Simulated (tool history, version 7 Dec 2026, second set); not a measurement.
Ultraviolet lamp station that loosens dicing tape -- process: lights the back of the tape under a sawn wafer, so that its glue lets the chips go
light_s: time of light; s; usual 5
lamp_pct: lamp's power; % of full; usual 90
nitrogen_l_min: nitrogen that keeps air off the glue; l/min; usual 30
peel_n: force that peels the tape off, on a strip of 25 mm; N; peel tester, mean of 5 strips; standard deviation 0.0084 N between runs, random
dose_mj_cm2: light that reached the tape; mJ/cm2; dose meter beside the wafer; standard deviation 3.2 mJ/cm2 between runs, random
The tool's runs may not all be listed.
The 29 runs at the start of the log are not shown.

run,hour,light_s,lamp_pct,nitrogen_l_min,hours of work of the lamp,hours of work since the window was cleaned,peel_n,dose_mj_cm2
30,617.2,4,64,56,897,185,0.831,277
31,635.8,4,64,56,909,197,0.854,279
32,656.7,4,64,56,923,211,0.867,276
33,671.4,7,94,39,932,220,0.167,715
34,696.7,5,82,51,948,237,0.315,443
35,718.6,3,90,29,963,251,0.985,291
# hour 728.8: window cleaned of glue's vapour
36,736.8,3,90,29,974,5,0.974,296
37,755.7,7,90,27,986,17,0.190,686
38,776.9,5,89,48,1000,31,0.271,487
39,801.6,2,89,16,1016,47,2.212,191

Predict each of these 3 candidate next runs independently; none follows another, all start after run 39:
A,827.6,7,64,50,1033,64,?,?
B,827.6,2,90,30,1033,64,?,?
C,827.6,9,90,30,1033,64,?,?

run,peel_n,dose_mj_cm2
A,0.262,487
B,1.759,194
C,0.133,870
With no hidden state in the tool, these same runs would have given:
run,peel_n,dose_mj_cm2
A,0.261,488
B,1.756,194
C,0.133,872
